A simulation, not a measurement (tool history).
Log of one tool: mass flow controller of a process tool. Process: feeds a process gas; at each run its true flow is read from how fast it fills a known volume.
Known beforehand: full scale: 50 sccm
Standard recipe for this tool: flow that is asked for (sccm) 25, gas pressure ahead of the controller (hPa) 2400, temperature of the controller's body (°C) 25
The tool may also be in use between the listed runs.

| run | hour | flow that is asked for (sccm) | gas pressure ahead of the controller (hPa) | temperature of the controller's body (°C) | true flow (%) |
|---|---|---|---|---|---|
| 1 | 0 | 25 | 2400 | 25 | 99.19 |
| 2 | 106.1 | 25 | 2400 | 25 | 99.2 |
| 3 | 242 | 25 | 2400 | 25 | 99.24 |
| 4 | 374 | 25 | 2400 | 25 | 99.38 |
| 5 | 525.1 | 25 | 2400 | 25 | 99.31 |
| 6 | 622.3 | 25 | 2400 | 25 | 99.5 |
| 7 | 711.5 | 25 | 2400 | 25 | 99.46 |
| 8 | 816.4 | 25 | 2400 | 25 | 99.72 |
| 9 | 894.4 | 25 | 2400 | 25 | 99.45 |
| 10 | 964.4 | 25 | 2400 | 25 | 99.58 |
| 11 | 1057.3 | 25 | 2400 | 25 | 99.67 |
| 12 | 1172 | 25 | 2400 | 25 | 99.7 |
| 13 | 1263.3 | 6 | 2250 | 25 | 98.89 |
| 14 | 1347 | 16 | 1600 | 25 | 99.35 |
| 15 | 1479.4 | 16 | 1690 | 25 | 99.28 |
| 16 | 1578.4 | 5 | 2400 | 25 | 99.21 |
| 17 | 1722.7 | 5 | 2400 | 25 | 99.16 |
| 18 | 1789.4 | 5 | 2400 | 25 | 99.17 |
| 19 | 1883.8 | 25 | 1510 | 36 | 99.4 |
| 20 | 1970.6 | 25 | 1510 | 36 | 99.36 |

Estimate the outcome of run 21 from the log above:
| 21 | 2080.1 | 25 | 1450 | 27 | ? |

{"run 21": {"true flow (%)": 99.79}}
The same run, on a tool lacking any hidden state, would have yielded true flow (%) 98.99.

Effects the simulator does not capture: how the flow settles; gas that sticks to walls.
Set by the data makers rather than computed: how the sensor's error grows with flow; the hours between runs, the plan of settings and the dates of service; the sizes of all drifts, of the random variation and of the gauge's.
